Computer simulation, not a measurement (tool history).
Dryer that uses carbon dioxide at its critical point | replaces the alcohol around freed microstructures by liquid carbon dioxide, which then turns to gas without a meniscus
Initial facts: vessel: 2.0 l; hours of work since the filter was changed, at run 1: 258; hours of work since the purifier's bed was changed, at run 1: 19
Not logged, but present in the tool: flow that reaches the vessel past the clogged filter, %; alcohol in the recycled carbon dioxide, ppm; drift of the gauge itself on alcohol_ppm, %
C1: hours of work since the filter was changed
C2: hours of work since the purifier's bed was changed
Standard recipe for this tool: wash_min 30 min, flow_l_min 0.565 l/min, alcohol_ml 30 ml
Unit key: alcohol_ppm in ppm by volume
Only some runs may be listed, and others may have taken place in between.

run 1 day=0 | wash_min=30 flow_l_min=0.565 alcohol_ml=30 | C1=258 C2=19 | alcohol_ppm=26
run 2 day=1.917 | wash_min=30 flow_l_min=0.565 alcohol_ml=30 | C1=272 C2=33 | alcohol_ppm=30
run 3 day=3.171 | wash_min=30 flow_l_min=0.565 alcohol_ml=30 | C1=281 C2=42 | alcohol_ppm=27
run 4 day=4.892 | wash_min=30 flow_l_min=0.44 alcohol_ml=30 | C1=294 C2=55 | alcohol_ppm=76
-- day=6.212 inlet filter changed
run 5 day=6.85 | wash_min=30 flow_l_min=0.565 alcohol_ml=53 | C1=5 C2=69 | alcohol_ppm=34
run 6 day=9.062 | wash_min=30 flow_l_min=0.565 alcohol_ml=53 | C1=21 C2=85 | alcohol_ppm=30
run 7 day=10.112 | wash_min=30 flow_l_min=0.565 alcohol_ml=53 | C1=28 C2=92 | alcohol_ppm=29
run 8 day=11.617 | wash_min=30 flow_l_min=0.565 alcohol_ml=53 | C1=39 C2=103 | alcohol_ppm=30
run 9 day=13.996 | wash_min=30 flow_l_min=0.565 alcohol_ml=53 | C1=56 C2=120 | alcohol_ppm=35
run 10 day=15.579 | wash_min=30 flow_l_min=0.565 alcohol_ml=53 | C1=68 C2=132 | alcohol_ppm=41
run 11 day=17.429 | wash_min=30 flow_l_min=0.565 alcohol_ml=30 | C1=81 C2=145 | alcohol_ppm=38
run 12 day=19.842 | wash_min=30 flow_l_min=0.565 alcohol_ml=30 | C1=99 C2=163 | alcohol_ppm=40
run 13 day=22.079 | wash_min=30 flow_l_min=0.565 alcohol_ml=30 | C1=115 C2=179 | alcohol_ppm=45
run 14 day=24.092 | wash_min=30 flow_l_min=0.565 alcohol_ml=64 | C1=129 C2=194 | alcohol_ppm=59
run 15 day=26.033 | wash_min=30 flow_l_min=0.565 alcohol_ml=64 | C1=144 C2=208 | alcohol_ppm=52
run 16 day=27.825 | wash_min=30 flow_l_min=0.759 alcohol_ml=64 | C1=156 C2=221 | alcohol_ppm=39
run 17 day=29.138 | wash_min=22 flow_l_min=0.565 alcohol_ml=30 | C1=166 C2=230 | alcohol_ppm=112
run 18 day=30.738 | wash_min=22 flow_l_min=0.565 alcohol_ml=25 | C1=178 C2=242 | alcohol_ppm=100
run 19 day=32.438 | wash_min=30 flow_l_min=0.565 alcohol_ml=30 | C1=190 C2=254 | alcohol_ppm=49
run 20 day=33.896 | wash_min=30 flow_l_min=0.565 alcohol_ml=30 | C1=200 C2=264 | alcohol_ppm=46
run 21 day=35.708 | wash_min=30 flow_l_min=0.565 alcohol_ml=30 | C1=214 C2=278 | alcohol_ppm=51
run 22 day=37.812 | wash_min=30 flow_l_min=0.565 alcohol_ml=30 | C1=229 C2=293 | alcohol_ppm=51
run 23 day=39.067 | wash_min=30 flow_l_min=0.565 alcohol_ml=30 | C1=238 C2=302 | alcohol_ppm=62
run 24 day=40.317 | wash_min=33 flow_l_min=0.565 alcohol_ml=30 | C1=247 C2=311 | alcohol_ppm=55
run 25 day=42.404 | wash_min=18 flow_l_min=0.937 alcohol_ml=85 | C1=262 C2=326 | alcohol_ppm=102
run 26 day=44.021 | wash_min=18 flow_l_min=0.937 alcohol_ml=85 | C1=274 C2=338 | alcohol_ppm=94
run 27 day=46.05 | wash_min=18 flow_l_min=0.361 alcohol_ml=85 | C1=288 C2=352 | alcohol_ppm=2818
run 28 day=47.867 | wash_min=18 flow_l_min=0.361 alcohol_ml=85 | C1=302 C2=366 | alcohol_ppm=2830
-- day=48.067 inlet filter changed
run 29 day=50.133 | wash_min=33 flow_l_min=0.586 alcohol_ml=102 | C1=15 C2=382 | alcohol_ppm=63
run 30 day=51.992 | wash_min=33 flow_l_min=0.586 alcohol_ml=102 | C1=28 C2=395 | alcohol_ppm=65
run 31 day=54.362 | wash_min=33 flow_l_min=0.817 alcohol_ml=102 | C1=46 C2=412 | alcohol_ppm=66
run 32 day=55.7 | wash_min=33 flow_l_min=0.817 alcohol_ml=102 | C1=55 C2=422 | alcohol_ppm=59
run 33 day=57.554 | wash_min=33 flow_l_min=0.817 alcohol_ml=102 | C1=69 C2=435 | alcohol_ppm=45
run 34 day=59.779 | wash_min=33 flow_l_min=0.817 alcohol_ml=102 | C1=85 C2=452 | alcohol_ppm=70
run 35 day=62.208 | wash_min=35 flow_l_min=0.565 alcohol_ml=46 | C1=102 C2=469 | alcohol_ppm=80
run 36 day=63.804 | wash_min=19 flow_l_min=0.565 alcohol_ml=46 | C1=114 C2=481 | alcohol_ppm=316
run 37 day=65.092 | wash_min=18 flow_l_min=0.459 alcohol_ml=81 | C1=123 C2=490 | alcohol_ppm=1266
run 38 day=66.288 | wash_min=18 flow_l_min=0.459 alcohol_ml=81 | C1=132 C2=499 | alcohol_ppm=1241
run 39 day=68.242 | wash_min=18 flow_l_min=0.459 alcohol_ml=81 | C1=146 C2=513 | alcohol_ppm=1288
run 40 day=69.558 | wash_min=23 flow_l_min=0.628 alcohol_ml=30 | C1=156 C2=522 | alcohol_ppm=104
run 41 day=71.683 | wash_min=26 flow_l_min=0.565 alcohol_ml=77 | C1=171 C2=538 | alcohol_ppm=155
run 42 day=73.488 | wash_min=37 flow_l_min=0.583 alcohol_ml=62 | C1=184 C2=551 | alcohol_ppm=83
run 43 day=74.621 | wash_min=37 flow_l_min=0.583 alcohol_ml=62 | C1=192 C2=559 | alcohol_ppm=86
run 44 day=77.029 | wash_min=43 flow_l_min=0.565 alcohol_ml=30 | C1=210 C2=576 | alcohol_ppm=84
run 45 day=78.967 | wash_min=43 flow_l_min=0.565 alcohol_ml=30 | C1=224 C2=590 | alcohol_ppm=78
run 46 day=80.25 | wash_min=43 flow_l_min=0.565 alcohol_ml=30 | C1=233 C2=600 | alcohol_ppm=84
run 47 day=82.375 | wash_min=30 flow_l_min=0.751 alcohol_ml=24 | C1=248 C2=615 | alcohol_ppm=91

A few steps of alcohol_ppm between consecutive runs. Split each: what settings, incoming material and random variation would produce without the hidden state, and what is left over for the hidden state, along with gauge scatter present in only one of the two compared results (measured, and without hidden state):
Run 26 -> 27: flow_l_min 0.937 -> 0.361. alcohol_ppm +2724 ppm by volume: hidden state +365, all else +2359.
Run 28 -> 29: wash_min 18 -> 33, flow_l_min 0.361 -> 0.586, alcohol_ml 85 -> 102, inlet filter changed. alcohol_ppm -2767 ppm by volume: hidden state -392, all else -2375.
Run 39 -> 40: wash_min 18 -> 23, flow_l_min 0.459 -> 0.628, alcohol_ml 81 -> 30. alcohol_ppm -1184 ppm by volume: hidden state -117, all else -1067.
